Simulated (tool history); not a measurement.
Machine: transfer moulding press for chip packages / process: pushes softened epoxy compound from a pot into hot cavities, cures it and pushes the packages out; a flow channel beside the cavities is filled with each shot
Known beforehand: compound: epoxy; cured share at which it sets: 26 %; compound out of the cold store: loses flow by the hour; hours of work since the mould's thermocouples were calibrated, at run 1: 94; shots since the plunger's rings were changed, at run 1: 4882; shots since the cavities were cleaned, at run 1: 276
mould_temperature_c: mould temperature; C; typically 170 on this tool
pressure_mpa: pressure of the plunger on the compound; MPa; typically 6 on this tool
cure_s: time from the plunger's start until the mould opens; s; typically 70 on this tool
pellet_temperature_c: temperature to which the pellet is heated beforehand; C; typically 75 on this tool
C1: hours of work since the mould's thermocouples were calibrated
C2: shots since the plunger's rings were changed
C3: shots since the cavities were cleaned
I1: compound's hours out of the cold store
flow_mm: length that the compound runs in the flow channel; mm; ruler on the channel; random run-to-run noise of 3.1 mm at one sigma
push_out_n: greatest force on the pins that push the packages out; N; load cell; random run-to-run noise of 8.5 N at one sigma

{"run": 1, "hour": 0.0, "mould_temperature_c": 170, "pressure_mpa": 6, "cure_s": 70, "pellet_temperature_c": 75, "C1": 94, "C2": 4882, "C3": 276, "I1": 33.5, "flow_mm": 482, "push_out_n": 566}
{"hour": 9.5, "done": "cavities cleaned with cleaning compound and waxed"}
{"run": 2, "hour": 10.3, "mould_temperature_c": 166, "pressure_mpa": 6, "cure_s": 70, "pellet_temperature_c": 75, "C1": 101, "C2": 5062, "C3": 17, "I1": 23.9, "flow_mm": 516, "push_out_n": 536}
{"run": 3, "hour": 18.0, "mould_temperature_c": 166, "pressure_mpa": 6, "cure_s": 70, "pellet_temperature_c": 75, "C1": 107, "C2": 5219, "C3": 174, "I1": 35.2, "flow_mm": 474, "push_out_n": 695}
{"run": 4, "hour": 29.4, "mould_temperature_c": 166, "pressure_mpa": 6, "cure_s": 70, "pellet_temperature_c": 75, "C1": 115, "C2": 5450, "C3": 405, "I1": 32.9, "flow_mm": 484, "push_out_n": 859}
{"hour": 32.8, "done": "cavities cleaned with cleaning compound and waxed"}
{"hour": 37.4, "done": "plunger's sealing rings changed"}
{"run": 5, "hour": 45.3, "mould_temperature_c": 166, "pressure_mpa": 6, "cure_s": 70, "pellet_temperature_c": 75, "C1": 125, "C2": 160, "C3": 203, "I1": 20, "flow_mm": 584, "push_out_n": 780}
{"run": 6, "hour": 56.0, "mould_temperature_c": 166, "pressure_mpa": 6, "cure_s": 70, "pellet_temperature_c": 75, "C1": 133, "C2": 377, "C3": 420, "I1": 12.4, "flow_mm": 615, "push_out_n": 946}
{"hour": 58.7, "done": "cavities cleaned with cleaning compound and waxed"}
{"run": 7, "hour": 69.3, "mould_temperature_c": 166, "pressure_mpa": 6, "cure_s": 70, "pellet_temperature_c": 75, "C1": 142, "C2": 618, "C3": 215, "I1": 33, "flow_mm": 527, "push_out_n": 742}
{"run": 8, "hour": 77.1, "mould_temperature_c": 166, "pressure_mpa": 6, "cure_s": 70, "pellet_temperature_c": 75, "C1": 148, "C2": 775, "C3": 372, "I1": 14.6, "flow_mm": 601, "push_out_n": 885}
{"hour": 81.8, "done": "cavities cleaned with cleaning compound and waxed"}
{"run": 9, "hour": 87.2, "mould_temperature_c": 170, "pressure_mpa": 6, "cure_s": 89, "pellet_temperature_c": 75, "C1": 154, "C2": 950, "C3": 110, "I1": 33.3, "flow_mm": 517, "push_out_n": 363}
{"run": 10, "hour": 96.1, "mould_temperature_c": 170, "pressure_mpa": 6, "cure_s": 89, "pellet_temperature_c": 75, "C1": 161, "C2": 1133, "C3": 293, "I1": 20.6, "flow_mm": 560, "push_out_n": 461}
{"hour": 104.8, "done": "cavities cleaned with cleaning compound and waxed"}
{"run": 11, "hour": 109.1, "mould_temperature_c": 170, "pressure_mpa": 6, "cure_s": 89, "pellet_temperature_c": 72, "C1": 170, "C2": 1366, "C3": 88, "I1": 41.7, "flow_mm": 483, "push_out_n": 345}
{"run": 12, "hour": 119.3, "mould_temperature_c": 170, "pressure_mpa": 6, "cure_s": 57, "pellet_temperature_c": 75, "C1": 178, "C2": 1574, "C3": 296, "I1": 43.6, "flow_mm": 479, "push_out_n": 906}
{"hour": 127.6, "done": "cavities cleaned with cleaning compound and waxed"}
{"run": 13, "hour": 128.1, "mould_temperature_c": 175, "pressure_mpa": 6, "cure_s": 70, "pellet_temperature_c": 75, "C1": 184, "C2": 1722, "C3": 10, "I1": 35.4, "flow_mm": 493, "push_out_n": 325}
{"run": 14, "hour": 136.7, "mould_temperature_c": 175, "pressure_mpa": 6, "cure_s": 70, "pellet_temperature_c": 75, "C1": 190, "C2": 1897, "C3": 185, "I1": 38.6, "flow_mm": 482, "push_out_n": 433}
{"run": 15, "hour": 144.7, "mould_temperature_c": 175, "pressure_mpa": 6, "cure_s": 64, "pellet_temperature_c": 84, "C1": 196, "C2": 2059, "C3": 347, "I1": 30.1, "flow_mm": 503, "push_out_n": 563}
{"hour": 151.2, "done": "cavities cleaned with cleaning compound and waxed"}
{"run": 16, "hour": 152.7, "mould_temperature_c": 175, "pressure_mpa": 6, "cure_s": 62, "pellet_temperature_c": 82, "C1": 201, "C2": 2191, "C3": 30, "I1": 43.2, "flow_mm": 463, "push_out_n": 391}
{"run": 17, "hour": 163.0, "mould_temperature_c": 175, "pressure_mpa": 6, "cure_s": 56, "pellet_temperature_c": 82, "C1": 209, "C2": 2402, "C3": 241, "I1": 9.4, "flow_mm": 577, "push_out_n": 717}
{"hour": 174.2, "done": "cavities cleaned with cleaning compound and waxed"}
{"run": 18, "hour": 175.3, "mould_temperature_c": 169, "pressure_mpa": 6, "cure_s": 70, "pellet_temperature_c": 76, "C1": 217, "C2": 2620, "C3": 22, "I1": 23.9, "flow_mm": 540, "push_out_n": 445}
{"run": 19, "hour": 186.8, "mould_temperature_c": 169, "pressure_mpa": 6, "cure_s": 70, "pellet_temperature_c": 76, "C1": 226, "C2": 2855, "C3": 257, "I1": 30.8, "flow_mm": 503, "push_out_n": 631}
{"hour": 197.7, "done": "cavities cleaned with cleaning compound and waxed"}
{"run": 20, "hour": 197.9, "mould_temperature_c": 169, "pressure_mpa": 6, "cure_s": 70, "pellet_temperature_c": 76, "C1": 234, "C2": 3051, "C3": 4, "I1": 42.9, "flow_mm": 467, "push_out_n": 401}
{"run": 21, "hour": 204.3, "mould_temperature_c": 174, "pressure_mpa": 6, "cure_s": 56, "pellet_temperature_c": 67, "C1": 239, "C2": 3180, "C3": 133, "I1": 27.3, "flow_mm": 505, "push_out_n": 658}
{"run": 22, "hour": 212.5, "mould_temperature_c": 167, "pressure_mpa": 6, "cure_s": 75, "pellet_temperature_c": 66, "C1": 245, "C2": 3347, "C3": 300, "I1": 27.9, "flow_mm": 519, "push_out_n": 699}
{"hour": 220.8, "done": "cavities cleaned with cleaning compound and waxed"}
{"run": 23, "hour": 227.3, "mould_temperature_c": 167, "pressure_mpa": 6, "cure_s": 75, "pellet_temperature_c": 66, "C1": 255, "C2": 3617, "C3": 131, "I1": 36.4, "flow_mm": 489, "push_out_n": 540}
{"run": 24, "hour": 235.7, "mould_temperature_c": 164, "pressure_mpa": 6, "cure_s": 75, "pellet_temperature_c": 66, "C1": 261, "C2": 3788, "C3": 302, "I1": 8.7, "flow_mm": 596, "push_out_n": 907}
{"hour": 244.1, "done": "cavities cleaned with cleaning compound and waxed"}
{"run": 25, "hour": 250.1, "mould_temperature_c": 164, "pressure_mpa": 6, "cure_s": 75, "pellet_temperature_c": 66, "C1": 271, "C2": 4051, "C3": 123, "I1": 46.6, "flow_mm": 459, "push_out_n": 666}
{"run": 26, "hour": 256.7, "mould_temperature_c": 165, "pressure_mpa": 6, "cure_s": 75, "pellet_temperature_c": 66, "C1": 276, "C2": 4185, "C3": 257, "I1": 46.2, "flow_mm": 459, "push_out_n": 662}
{"hour": 267.2, "done": "cavities cleaned with cleaning compound and waxed"}
{"run": 27, "hour": 268.2, "mould_temperature_c": 171, "pressure_mpa": 6, "cure_s": 70, "pellet_temperature_c": 80, "C1": 284, "C2": 4388, "C3": 20, "I1": 28.8, "flow_mm": 493, "push_out_n": 395}
{"run": 28, "hour": 279.2, "mould_temperature_c": 175, "pressure_mpa": 6.23, "cure_s": 70, "pellet_temperature_c": 83, "C1": 293, "C2": 4613, "C3": 245, "I1": 37.3, "flow_mm": 467, "push_out_n": 469}

Some steps in flow_mm, run to run, broken into two amounts with sign: the step expected even without the hidden condition (settings, incoming material, random variation), and the rest, left for the hidden condition together with whatever gauge scatter is not in both the measured and the hidden-condition-free result:
Hidden state at play: true mould temperature over the reading, C; pressure that reaches the compound, % of what is set; grip of the stained cavities, % over clean ones'; drift of the gauge itself on flow_mm, %; drift of the gauge itself on push_out_n, %.
Run 4 -> 5: cavities cleaned with cleaning compound and waxed, plunger's sealing rings changed. flow_mm +100 mm: hidden state +54, all else +46.
Run 16 -> 17: cure_s 62 -> 56. flow_mm +114 mm: hidden state -7, all else +121.
Run 23 -> 24: mould_temperature_c 167 -> 164. flow_mm +107 mm: hidden state -9, all else +116.
Run 24 -> 25: cavities cleaned with cleaning compound and waxed. flow_mm -137 mm: hidden state +7, all else -144.
